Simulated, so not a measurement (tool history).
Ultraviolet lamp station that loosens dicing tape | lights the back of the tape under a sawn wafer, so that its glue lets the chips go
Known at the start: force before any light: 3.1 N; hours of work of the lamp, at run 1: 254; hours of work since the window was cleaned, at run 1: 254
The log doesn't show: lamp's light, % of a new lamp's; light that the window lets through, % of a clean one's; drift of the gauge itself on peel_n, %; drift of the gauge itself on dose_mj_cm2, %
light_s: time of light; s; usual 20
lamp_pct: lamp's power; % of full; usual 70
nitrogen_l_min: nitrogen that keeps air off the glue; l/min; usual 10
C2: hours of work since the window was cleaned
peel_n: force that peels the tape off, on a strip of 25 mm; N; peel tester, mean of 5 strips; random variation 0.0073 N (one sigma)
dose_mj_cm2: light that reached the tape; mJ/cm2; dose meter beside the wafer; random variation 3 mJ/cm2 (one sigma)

Run 1, hour 0.0: usual settings; hours of work of the lamp 254; C2 254. Result: peel_n 0.378 N, dose_mj_cm2 363 mJ/cm2.
Run 2, hour 31.7: usual settings; hours of work of the lamp 275; C2 275. Result: peel_n 0.385 N, dose_mj_cm2 358 mJ/cm2.
Run 3, hour 66.9: usual settings; hours of work of the lamp 300; C2 300. Result: peel_n 0.399 N, dose_mj_cm2 349 mJ/cm2.
Run 4, hour 92.2: usual settings but nitrogen_l_min 3 l/min; hours of work of the lamp 317; C2 317. Result: peel_n 0.633 N, dose_mj_cm2 346 mJ/cm2.
Run 5, hour 121.9: usual settings but nitrogen_l_min 3 l/min; hours of work of the lamp 337; C2 337. Result: peel_n 0.662 N, dose_mj_cm2 337 mJ/cm2.
Run 6, hour 154.6: usual settings but nitrogen_l_min 12 l/min; hours of work of the lamp 360; C2 360. Result: peel_n 0.400 N, dose_mj_cm2 324 mJ/cm2.
Run 7, hour 183.0: usual settings but nitrogen_l_min 12 l/min; hours of work of the lamp 379; C2 379. Result: peel_n 0.418 N, dose_mj_cm2 322 mJ/cm2.
Run 8, hour 211.0: usual settings but nitrogen_l_min 12 l/min; hours of work of the lamp 398; C2 398. Result: peel_n 0.421 N, dose_mj_cm2 312 mJ/cm2.
Run 9, hour 236.1: usual settings; hours of work of the lamp 415; C2 415. Result: peel_n 0.476 N, dose_mj_cm2 305 mJ/cm2.
Run 10, hour 253.0: usual settings; hours of work of the lamp 427; C2 427. Result: peel_n 0.477 N, dose_mj_cm2 305 mJ/cm2.
Run 11, hour 279.6: usual settings; hours of work of the lamp 445; C2 445. Result: peel_n 0.496 N, dose_mj_cm2 299 mJ/cm2.
Run 12, hour 310.6: usual settings but light_s 21 s; hours of work of the lamp 466; C2 466. Result: peel_n 0.476 N, dose_mj_cm2 300 mJ/cm2.
Run 13, hour 339.8: usual settings but lamp_pct 81 % of full; hours of work of the lamp 486; C2 486. Result: peel_n 0.429 N, dose_mj_cm2 331 mJ/cm2.
Run 14, hour 368.7: usual settings; hours of work of the lamp 506; C2 506. Result: peel_n 0.553 N, dose_mj_cm2 277 mJ/cm2.
Run 15, hour 404.5: usual settings; hours of work of the lamp 531; C2 531. Result: peel_n 0.557 N, dose_mj_cm2 274 mJ/cm2.
Run 16, hour 441.7: usual settings; hours of work of the lamp 556; C2 556. Result: peel_n 0.572 N, dose_mj_cm2 263 mJ/cm2.
Run 17, hour 466.8: usual settings but nitrogen_l_min 14 l/min; hours of work of the lamp 573; C2 573. Result: peel_n 0.513 N, dose_mj_cm2 258 mJ/cm2.
Run 18, hour 501.8: usual settings; hours of work of the lamp 597; C2 597. Result: peel_n 0.624 N, dose_mj_cm2 256 mJ/cm2.
Run 19, hour 531.7: usual settings; hours of work of the lamp 618; C2 618. Result: peel_n 0.650 N, dose_mj_cm2 249 mJ/cm2.
Run 20, hour 560.7: usual settings; hours of work of the lamp 638; C2 638. Result: peel_n 0.680 N, dose_mj_cm2 239 mJ/cm2.
At hour 574.4: lamp changed.
At hour 574.9: window cleaned of glue's vapour.
Run 21, hour 592.0: usual settings; hours of work of the lamp 12; C2 12. Result: peel_n 0.271 N, dose_mj_cm2 449 mJ/cm2.
Run 22, hour 608.2: usual settings but nitrogen_l_min 4 l/min; hours of work of the lamp 23; C2 23. Result: peel_n 0.401 N, dose_mj_cm2 442 mJ/cm2.
Run 23, hour 625.2: usual settings but light_s 17 s, nitrogen_l_min 7 l/min; hours of work of the lamp 34; C2 34. Result: peel_n 0.396 N, dose_mj_cm2 371 mJ/cm2.
Run 24, hour 656.9: usual settings but light_s 17 s, nitrogen_l_min 8 l/min; hours of work of the lamp 56; C2 56. Result: peel_n 0.381 N, dose_mj_cm2 367 mJ/cm2.
Run 25, hour 695.0: usual settings but light_s 28 s, lamp_pct 61 % of full; hours of work of the lamp 82; C2 82. Result: peel_n 0.235 N, dose_mj_cm2 513 mJ/cm2.
Run 26, hour 728.8: usual settings but light_s 28 s, lamp_pct 82 % of full, nitrogen_l_min 8 l/min; hours of work of the lamp 105; C2 105. Result: peel_n 0.178 N, dose_mj_cm2 673 mJ/cm2.
Run 27, hour 744.4: usual settings but light_s 36 s, lamp_pct 82 % of full, nitrogen_l_min 7 l/min; hours of work of the lamp 116; C2 116. Result: peel_n 0.185 N, dose_mj_cm2 859 mJ/cm2.
Run 28, hour 772.3: usual settings but light_s 36 s, lamp_pct 82 % of full, nitrogen_l_min 7 l/min; hours of work of the lamp 135; C2 135. Result: peel_n 0.173 N, dose_mj_cm2 853 mJ/cm2.
Run 29, hour 797.5: usual settings but light_s 32 s; hours of work of the lamp 152; C2 152. Result: peel_n 0.209 N, dose_mj_cm2 629 mJ/cm2.
Run 30, hour 814.7: usual settings but light_s 24 s, lamp_pct 92 % of full, nitrogen_l_min 14 l/min; hours of work of the lamp 164; C2 164. Result: peel_n 0.194 N, dose_mj_cm2 617 mJ/cm2.
Run 31, hour 837.3: usual settings but light_s 27 s, lamp_pct 92 % of full, nitrogen_l_min 8 l/min; hours of work of the lamp 180; C2 180. Result: peel_n 0.196 N, dose_mj_cm2 680 mJ/cm2.
Run 32, hour 858.1: usual settings but lamp_pct 80 % of full, nitrogen_l_min 5 l/min; hours of work of the lamp 194; C2 194. Result: peel_n 0.368 N, dose_mj_cm2 430 mJ/cm2.
Run 33, hour 886.6: usual settings but light_s 23 s, lamp_pct 100 % of full; hours of work of the lamp 213; C2 213. Result: peel_n 0.196 N, dose_mj_cm2 612 mJ/cm2.
Run 34, hour 917.8: usual settings but light_s 15 s, lamp_pct 75 % of full, nitrogen_l_min 3 l/min; hours of work of the lamp 235; C2 235. Result: peel_n 0.799 N, dose_mj_cm2 291 mJ/cm2.

Run 35 comes next. What will it give?
Run 35, hour 945.4: usual settings but light_s 33 s, lamp_pct 62 % of full, nitrogen_l_min 13 l/min; hours of work of the lamp 254; C2 254. Result: peel_n ?, dose_mj_cm2 ?.

Run 35 gave peel_n 0.221 N, dose_mj_cm2 524 mJ/cm2.
Without the tool's hidden state the same run would have given peel_n 0.190 N, dose_mj_cm2 662 mJ/cm2.

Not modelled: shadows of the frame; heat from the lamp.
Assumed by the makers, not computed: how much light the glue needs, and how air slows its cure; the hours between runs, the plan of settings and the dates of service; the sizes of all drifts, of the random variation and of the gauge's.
